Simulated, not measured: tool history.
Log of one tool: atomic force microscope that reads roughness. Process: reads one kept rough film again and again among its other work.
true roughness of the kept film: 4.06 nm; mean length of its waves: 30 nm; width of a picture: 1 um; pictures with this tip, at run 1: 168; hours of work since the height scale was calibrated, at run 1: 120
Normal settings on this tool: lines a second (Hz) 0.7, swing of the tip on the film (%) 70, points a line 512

run	hour	lines a second (Hz)	swing of the tip on the film (%)	points a line	pictures with this tip	hours of work since the height scale was calibrated	roughness of the kept film (nm (root mean square))
1	0	0.7	70	512	168	120	3.189
2	30.7	0.7	70	512	207	136	3.117
3	54.7	0.7	70	512	238	149	3.019
4	79.3	2.048	70	512	269	162	2.793
# hour 96: new tip fitted
5	96.5	1.635	70	512	1	171	3.388
6	120.1	0.7	70	512	31	184	3.486
7	143.6	0.7	70	512	60	196	3.405
8	176.5	0.7	70	512	102	214	3.287
9	209.9	0.7	70	512	144	232	3.173
10	224.1	0.7	70	440	162	240	3.133
11	243.6	0.7	70	440	187	250	3.065
12	266.6	0.529	70	512	216	262	3.03
13	298.9	0.7	82	512	257	280	2.808
# hour 324.3: new tip fitted
14	327.5	0.7	82	512	4	295	3.445
15	346.1	0.7	82	512	28	305	3.351
16	361.8	1.717	70	512	48	313	3.239
17	389.1	1.717	70	512	82	328	3.171
18	406.1	0.714	71	340	104	337	3.225
19	431.3	0.714	71	340	136	350	3.148
20	446.1	0.714	71	340	154	358	3.098
21	469.5	0.569	78	537	184	371	3.062
22	494	0.7	70	813	215	384	3.002
23	515.7	0.7	70	813	242	395	2.929
24	531.9	0.7	68	430	263	404	2.895
25	545.9	0.7	68	430	281	412	2.877
# hour 552.9: new tip fitted
26	573.9	0.7	68	430	26	426	3.498
27	603.6	0.7	68	430	64	442	3.392
28	622.5	0.7	68	430	88	452	3.329
29	655.8	0.7	59	427	130	470	3.235
30	669.6	0.7	59	427	147	478	3.201
31	692	0.7	59	427	176	490	3.132

For each entry between runs, how does the tool's hidden state at the last listed run before it compare with that at the first listed run after it?
In the gap between runs 4 and 5: new tip fitted (hour 96)
  radius of the tip, nm: 17.6 -> 5.1; height scale over the true one, %: -0.13 -> -0.14
  the result without the hidden state subtracted from the measured one, roughness of the kept film (nm (root mean square)): -0.582 -> -0.013
In the gap between runs 13 and 14: new tip fitted (hour 324.3)
  radius of the tip, nm: 19.3 -> 5.4; height scale over the true one, %: -0.21 -> -0.22
  the result without the hidden state subtracted from the measured one, roughness of the kept film (nm (root mean square)): -0.662 -> -0.029
In the gap between runs 25 and 26: new tip fitted (hour 552.9)
  radius of the tip, nm: 20.1 -> 6.6; height scale over the true one, %: -0.3 -> -0.31
  the result without the hidden state subtracted from the measured one, roughness of the kept film (nm (root mean square)): -0.721 -> -0.106
